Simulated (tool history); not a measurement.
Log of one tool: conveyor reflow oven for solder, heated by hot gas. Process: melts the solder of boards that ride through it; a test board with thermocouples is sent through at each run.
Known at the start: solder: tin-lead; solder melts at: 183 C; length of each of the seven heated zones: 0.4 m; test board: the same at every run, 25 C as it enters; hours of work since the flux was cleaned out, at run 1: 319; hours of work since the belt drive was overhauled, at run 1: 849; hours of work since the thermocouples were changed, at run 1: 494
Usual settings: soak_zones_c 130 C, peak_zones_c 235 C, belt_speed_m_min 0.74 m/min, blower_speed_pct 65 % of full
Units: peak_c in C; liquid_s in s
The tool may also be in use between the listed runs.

| run | hour | soak_zones_c | peak_zones_c | belt_speed_m_min | blower_speed_pct | hours of work since the flux was cleaned out | hours of work since the belt drive was overhauled | hours of work since the thermocouples were changed | peak_c | liquid_s |
|---|---|---|---|---|---|---|---|---|---|---|
| 1 | 0 | 130 | 235 | 0.74 | 65 | 319 | 849 | 494 | 207.3 | 38.2 |
| 2 | 48.8 | 130 | 235 | 0.74 | 65 | 354 | 884 | 529 | 205.7 | 36.5 |
|  | 89.7 | flux residue cleaned out of gas plates and filters |
| 3 | 147.1 | 130 | 235 | 0.74 | 65 | 41 | 952 | 596 | 209.1 | 40.2 |
| 4 | 229.5 | 130 | 235 | 0.74 | 88 | 101 | 1011 | 656 | 216.4 | 46.5 |
| 5 | 279.6 | 130 | 235 | 0.74 | 88 | 137 | 1047 | 692 | 215.8 | 46.9 |
| 6 | 369.6 | 130 | 224 | 0.74 | 65 | 202 | 1112 | 756 | 199.8 | 29.1 |
|  | 417.6 | belt drive overhauled, speed set with a stopwatch |
| 7 | 466.3 | 130 | 224 | 0.74 | 65 | 268 | 35 | 823 | 197.3 | 27.6 |
| 8 | 566.3 | 130 | 224 | 0.74 | 65 | 340 | 107 | 895 | 196.6 | 25.1 |
|  | 622.7 | flux residue cleaned out of gas plates and filters |
| 9 | 665 | 130 | 224 | 0.74 | 65 | 30 | 175 | 963 | 199.2 | 29.8 |
| 10 | 725.2 | 130 | 230 | 0.752 | 65 | 74 | 218 | 1006 | 202.9 | 33.7 |
| 11 | 795.7 | 130 | 236 | 0.741 | 65 | 125 | 269 | 1057 | 207.8 | 37.9 |
| 12 | 851.6 | 130 | 236 | 0.741 | 65 | 165 | 309 | 1097 | 207.8 | 36.8 |
| 13 | 925.2 | 130 | 236 | 0.712 | 78 | 218 | 362 | 1150 | 212.8 | 44 |
| 14 | 998.4 | 143 | 235 | 0.641 | 65 | 271 | 415 | 1203 | 214 | 54.8 |
| 15 | 1082.4 | 134 | 235 | 0.69 | 50 | 331 | 475 | 1263 | 200.8 | 33.5 |
|  | 1154.6 | flux residue cleaned out of gas plates and filters |
| 16 | 1158.1 | 140 | 234 | 0.592 | 54 | 3 | 526 | 1314 | 211.9 | 57.1 |
|  | 1198 | thermocouples of zones 6 and 7 changed |
| 17 | 1253.8 | 140 | 234 | 0.592 | 54 | 70 | 594 | 40 | 216.6 | 59.9 |
| 18 | 1299.9 | 130 | 245 | 0.74 | 65 | 103 | 627 | 73 | 218.9 | 47.1 |

The same runs without the tool's hidden state, with the same run-to-run variation:
The hidden state here: heat that the gas passes to the board, % of a clean oven's; belt's true speed, % of the reading; true gas temperature in zones 6 and 7 over the reading, C; drift of the gauge itself on peak_c, C; drift of the gauge itself on liquid_s, %.
| run | peak_c | liquid_s |
|---|---|---|
| 1 | 211.5 | 41.8 |
| 2 | 210.3 | 40.5 |
| 3 | 210.9 | 41 |
| 4 | 219.3 | 47.6 |
| 5 | 219.2 | 48.3 |
| 6 | 203.4 | 32.9 |
| 7 | 202.3 | 34 |
| 8 | 202.4 | 32.7 |
| 9 | 202.4 | 33.4 |
| 10 | 206.6 | 37.3 |
| 11 | 212.1 | 41.5 |
| 12 | 212.6 | 40.9 |
| 13 | 218.5 | 48.1 |
| 14 | 219.6 | 59 |
| 15 | 206.6 | 40.1 |
| 16 | 215.7 | 59.9 |
| 17 | 216.9 | 59.6 |
| 18 | 219.8 | 47.3 |
